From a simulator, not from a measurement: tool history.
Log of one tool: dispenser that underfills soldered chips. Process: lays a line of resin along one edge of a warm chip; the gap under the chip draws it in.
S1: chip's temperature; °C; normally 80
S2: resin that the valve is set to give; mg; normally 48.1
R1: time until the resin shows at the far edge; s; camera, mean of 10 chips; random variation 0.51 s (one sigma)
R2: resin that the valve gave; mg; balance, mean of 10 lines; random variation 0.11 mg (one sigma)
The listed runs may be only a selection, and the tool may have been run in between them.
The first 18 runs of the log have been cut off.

run 19 hour=61.0 | S1=80 S2=48.1 | R1=55.8 R2=46.58
run 20 hour=63.5 | S1=80 S2=48.1 | R1=61.7 R2=46.32
-- hour=65.2 new syringe of resin
run 21 hour=66.1 | S1=80 S2=48.1 | R1=44.2 R2=46.46
run 22 hour=69.2 | S1=72 S2=57.2 | R1=69.1 R2=55.17
-- hour=73.3 dispensing valve cleaned and set on the balance
run 23 hour=73.7 | S1=76 S2=57.2 | R1=65.7 R2=56.95
run 24 hour=76.6 | S1=69 S2=42.5 | R1=109.2 R2=42.29
-- hour=78.6 new syringe of resin
run 25 hour=80.9 | S1=85 S2=47.8 | R1=36.0 R2=47.77
run 26 hour=84.9 | S1=80 S2=60.7 | R1=51.2 R2=60.45
run 27 hour=88.6 | S1=80 S2=60.7 | R1=58.4 R2=60.48
-- hour=90.6 new syringe of resin
run 28 hour=91.6 | S1=80 S2=60.7 | R1=41.2 R2=60.07
run 29 hour=96.2 | S1=84 S2=46.0 | R1=44.0 R2=45.69
run 30 hour=100.6 | S1=68 S2=44.2 | R1=110.9 R2=43.85
-- hour=103.0 new syringe of resin
run 31 hour=104.2 | S1=68 S2=44.2 | R1=79.8 R2=43.73
run 32 hour=107.8 | S1=68 S2=44.8 | R1=91.6 R2=44.11
run 33 hour=112.3 | S1=68 S2=44.8 | R1=109.5 R2=44.21
-- hour=115.3 new syringe of resin
run 34 hour=117.1 | S1=68 S2=44.8 | R1=79.5 R2=44.17
run 35 hour=121.1 | S1=68 S2=58.9 | R1=88.8 R2=58.34
run 36 hour=124.8 | S1=68 S2=58.9 | R1=100.4 R2=57.97

Here are 3 independent what-if runs from the current tool condition. What would each one return?
-- hour=127.4 new syringe of resin
run A hour=128.3 | S1=85 S2=48.3 | R1=? R2=?
-- hour=127.4 new syringe of resin
run B hour=128.3 | S1=95 S2=59.5 | R1=? R2=?
-- hour=127.4 new syringe of resin
run C hour=128.3 | S1=77 S2=41.0 | R1=? R2=?

run=A R1=34.2 R2=47.41
run=B R1=22.0 R2=58.75
run=C R1=52.9 R2=40.29
Without the tool's unlogged condition, the same runs would have read:
run=A R1=32.2 R2=48.22
run=B R1=20.9 R2=59.75
run=C R1=49.7 R2=40.98
